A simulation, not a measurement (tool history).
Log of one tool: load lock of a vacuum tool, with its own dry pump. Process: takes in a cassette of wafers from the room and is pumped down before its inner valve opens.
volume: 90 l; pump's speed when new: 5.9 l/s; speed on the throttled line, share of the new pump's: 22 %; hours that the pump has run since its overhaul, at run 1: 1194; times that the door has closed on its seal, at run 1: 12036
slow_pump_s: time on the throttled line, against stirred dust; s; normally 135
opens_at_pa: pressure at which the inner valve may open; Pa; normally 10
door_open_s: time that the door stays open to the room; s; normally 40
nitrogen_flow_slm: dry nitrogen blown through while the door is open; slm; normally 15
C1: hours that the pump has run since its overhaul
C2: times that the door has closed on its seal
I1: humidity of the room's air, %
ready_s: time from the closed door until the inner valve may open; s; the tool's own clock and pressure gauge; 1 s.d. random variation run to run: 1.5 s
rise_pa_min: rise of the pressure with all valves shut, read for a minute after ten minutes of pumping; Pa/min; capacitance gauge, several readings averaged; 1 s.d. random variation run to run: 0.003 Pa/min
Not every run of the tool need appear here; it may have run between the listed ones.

Run 1, hour 0: usual settings; C1 1194; C2 12036; I1 46. Result: ready_s 248.7 s, rise_pa_min 0.046 Pa/min.
Run 2, hour 106.9: usual settings; C1 1300; C2 12389; I1 46.5. Result: ready_s 245.9 s, rise_pa_min 0.055 Pa/min.
Run 3, hour 233.2: usual settings; C1 1427; C2 12806; I1 47.5. Result: ready_s 248.5 s, rise_pa_min 0.047 Pa/min.
Run 4, hour 382.4: usual settings but door_open_s 156 s; C1 1576; C2 13298; I1 45.7. Result: ready_s 248.7 s, rise_pa_min 0.074 Pa/min.
Run 5, hour 510.7: usual settings but slow_pump_s 110 s; C1 1704; C2 13721; I1 42.4. Result: ready_s 232.7 s, rise_pa_min 0.047 Pa/min.
Run 6, hour 603.6: usual settings but slow_pump_s 110 s; C1 1797; C2 14027; I1 42.9. Result: ready_s 228.2 s, rise_pa_min 0.052 Pa/min.
Run 7, hour 742.8: usual settings but slow_pump_s 110 s; C1 1936; C2 14486; I1 43.9. Result: ready_s 231.5 s, rise_pa_min 0.054 Pa/min.
Run 8, hour 831.8: usual settings; C1 2025; C2 14780; I1 43.3. Result: ready_s 247.3 s, rise_pa_min 0.056 Pa/min.
Run 9, hour 909.8: usual settings but door_open_s 131 s; C1 2103; C2 15037; I1 46. Result: ready_s 250.2 s, rise_pa_min 0.071 Pa/min.
Run 10, hour 1060.3: usual settings but door_open_s 131 s; C1 2254; C2 15534; I1 40.5. Result: ready_s 250.8 s, rise_pa_min 0.07 Pa/min.
Run 11, hour 1125.8: usual settings but door_open_s 131 s; C1 2319; C2 15750; I1 41.5. Result: ready_s 251.6 s, rise_pa_min 0.068 Pa/min.
Run 12, hour 1241.7: usual settings but opens_at_pa 12 Pa; C1 2435; C2 16132; I1 46.1. Result: ready_s 247.5 s, rise_pa_min 0.063 Pa/min.
Run 13, hour 1338.2: usual settings but opens_at_pa 12 Pa, door_open_s 231 s; C1 2532; C2 16450; I1 44.8. Result: ready_s 248.8 s, rise_pa_min 0.089 Pa/min.
Run 14, hour 1419.1: usual settings but opens_at_pa 12 Pa, door_open_s 231 s; C1 2613; C2 16717; I1 48.5. Result: ready_s 244 s, rise_pa_min 0.089 Pa/min.
Run 15, hour 1557.1: usual settings but opens_at_pa 12 Pa, door_open_s 231 s; C1 2751; C2 17172; I1 47.1. Result: ready_s 250.6 s, rise_pa_min 0.093 Pa/min.
Run 16, hour 1707.1: usual settings but opens_at_pa 12 Pa, door_open_s 231 s; C1 2901; C2 17667; I1 46.5. Result: ready_s 249.8 s, rise_pa_min 0.095 Pa/min.
Run 17, hour 1851.6: usual settings but opens_at_pa 12 Pa, door_open_s 49 s, nitrogen_flow_slm 8 slm; C1 3045; C2 18144; I1 48.3. Result: ready_s 248.6 s, rise_pa_min 0.077 Pa/min.
Run 18, hour 1953.7: usual settings but slow_pump_s 117 s, opens_at_pa 12 Pa; C1 3147; C2 18481; I1 41.7. Result: ready_s 237.6 s, rise_pa_min 0.073 Pa/min.
Run 19, hour 2047.3: usual settings but door_open_s 28 s, nitrogen_flow_slm 23 slm; C1 3241; C2 18789; I1 44.8. Result: ready_s 252.1 s, rise_pa_min 0.067 Pa/min.
Run 20, hour 2168.3: usual settings but door_open_s 28 s, nitrogen_flow_slm 23 slm; C1 3362; C2 19188; I1 46.5. Result: ready_s 251.8 s, rise_pa_min 0.068 Pa/min.
Run 21, hour 2286: usual settings but slow_pump_s 250 s, opens_at_pa 19 Pa, nitrogen_flow_slm 9 slm; C1 3480; C2 19576; I1 45.7. Result: ready_s 328.9 s, rise_pa_min 0.079 Pa/min.
Run 22, hour 2411.4: usual settings but slow_pump_s 250 s, opens_at_pa 19 Pa, nitrogen_flow_slm 9 slm; C1 3605; C2 19990; I1 46.2. Result: ready_s 326.5 s, rise_pa_min 0.078 Pa/min.
Run 23, hour 2558.3: usual settings but slow_pump_s 151 s, opens_at_pa 9 Pa; C1 3752; C2 20474; I1 46.5. Result: ready_s 267.9 s, rise_pa_min 0.08 Pa/min.

What if the next run were any one of these 3? Each begins from the tool's condition after run 23:
Run A, hour 2678.6: usual settings but slow_pump_s 151 s; C1 3872; C2 20871; I1 45.8. Result: ready_s ?, rise_pa_min ?.
Run B, hour 2678.6: usual settings but slow_pump_s 151 s, opens_at_pa 16 Pa, nitrogen_flow_slm 7 slm; C1 3872; C2 20871; I1 48.1. Result: ready_s ?, rise_pa_min ?.
Run C, hour 2678.6: usual settings but slow_pump_s 70 s, opens_at_pa 9 Pa, door_open_s 29 s, nitrogen_flow_slm 14 slm; C1 3872; C2 20871; I1 45.4. Result: ready_s ?, rise_pa_min ?.

run  ready_s  rise_pa_min
  A    267.7        0.082
  B    257.8        0.081
  C    206.7        0.072
What these runs would have given with no unlogged condition in the tool:
run  ready_s  rise_pa_min
  A    261.3        0.029
  B    251.9        0.026
  C    199.2        0.019

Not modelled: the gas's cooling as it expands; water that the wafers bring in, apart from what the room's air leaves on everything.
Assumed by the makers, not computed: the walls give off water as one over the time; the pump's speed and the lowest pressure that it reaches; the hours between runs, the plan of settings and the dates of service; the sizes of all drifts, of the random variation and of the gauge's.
